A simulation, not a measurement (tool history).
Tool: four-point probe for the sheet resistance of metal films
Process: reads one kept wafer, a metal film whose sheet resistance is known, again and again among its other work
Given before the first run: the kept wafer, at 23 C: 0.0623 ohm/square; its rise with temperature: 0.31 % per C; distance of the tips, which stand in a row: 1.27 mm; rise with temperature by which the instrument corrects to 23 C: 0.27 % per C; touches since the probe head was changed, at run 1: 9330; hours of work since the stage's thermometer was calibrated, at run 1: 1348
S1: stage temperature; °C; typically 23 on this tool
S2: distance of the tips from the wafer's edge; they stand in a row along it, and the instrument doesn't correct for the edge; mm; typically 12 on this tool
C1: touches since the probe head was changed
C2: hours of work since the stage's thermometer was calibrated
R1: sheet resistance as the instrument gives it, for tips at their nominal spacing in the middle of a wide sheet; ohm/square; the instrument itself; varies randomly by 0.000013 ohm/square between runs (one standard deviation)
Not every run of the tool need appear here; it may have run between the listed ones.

| run | hour | S1 | S2 | C1 | C2 | R1 |
|---|---|---|---|---|---|---|
| 1 | 0 | 23 | 12 | 9330 | 1348 | 0.062563 |
| 2 | 13.4 | 23 | 66 | 9502 | 1353 | 0.062222 |
| 3 | 30 | 23 | 66 | 9716 | 1360 | 0.062231 |
| 4 | 46.8 | 23 | 66 | 9931 | 1368 | 0.06222 |
| 5 | 69.2 | 23 | 66 | 10221 | 1377 | 0.062204 |
| 6 | 83.9 | 23 | 12 | 10410 | 1383 | 0.062571 |
| 7 | 99.2 | 23 | 12 | 10606 | 1390 | 0.06259 |

What will run 8 give?
| 8 | 121.7 | 20 | 6 | 10896 | 1400 | ? |

Run 8 gave R1 0.063566 ohm/square.
The same run, on a tool lacking any hidden state, would have yielded R1 0.063664 ohm/square.

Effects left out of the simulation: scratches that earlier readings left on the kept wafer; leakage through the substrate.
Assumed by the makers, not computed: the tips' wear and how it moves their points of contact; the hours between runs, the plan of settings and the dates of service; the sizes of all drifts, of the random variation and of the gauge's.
